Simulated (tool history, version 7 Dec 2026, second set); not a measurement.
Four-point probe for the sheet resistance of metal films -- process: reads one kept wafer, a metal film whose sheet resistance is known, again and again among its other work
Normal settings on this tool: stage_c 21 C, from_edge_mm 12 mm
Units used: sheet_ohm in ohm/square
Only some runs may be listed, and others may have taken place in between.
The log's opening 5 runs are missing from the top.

run    hour  stage_c  from_edge_mm  sheet_ohm
  6   261.8       31            12   0.185158
  7   336.5       31            12   0.185249
  8   368.6       31            12   0.185176
  9   443.2       19            12   0.187509
 10     513       21            12   0.187152
 11     551       21            12   0.187218
 12   587.9       21            12    0.18714
 13   659.5       21            12   0.187068
 14   733.8       21            12   0.187148
 15   778.5       31            12   0.185144
 16   826.3       31            12   0.185181
 17   874.8       21            12   0.187039
 18   909.8       20            12   0.187289
 19   981.3       21            12   0.187173
 20  1039.6       21            12   0.187065
 21  1084.3       21            12   0.187156
 22  1137.5       21            12   0.187077
 23    1212       26            36   0.185189
 24    1279       19             4   0.195869
 25  1324.1       19             4   0.195962
 26  1397.9       34             8   0.186028

Forecast run 27:
 27  1459.1       34             8          ?

{"run 27": {"sheet_ohm": 0.186032}}
Without the tool's hidden state the same run would have given sheet_ohm 0.186037 ohm/square.
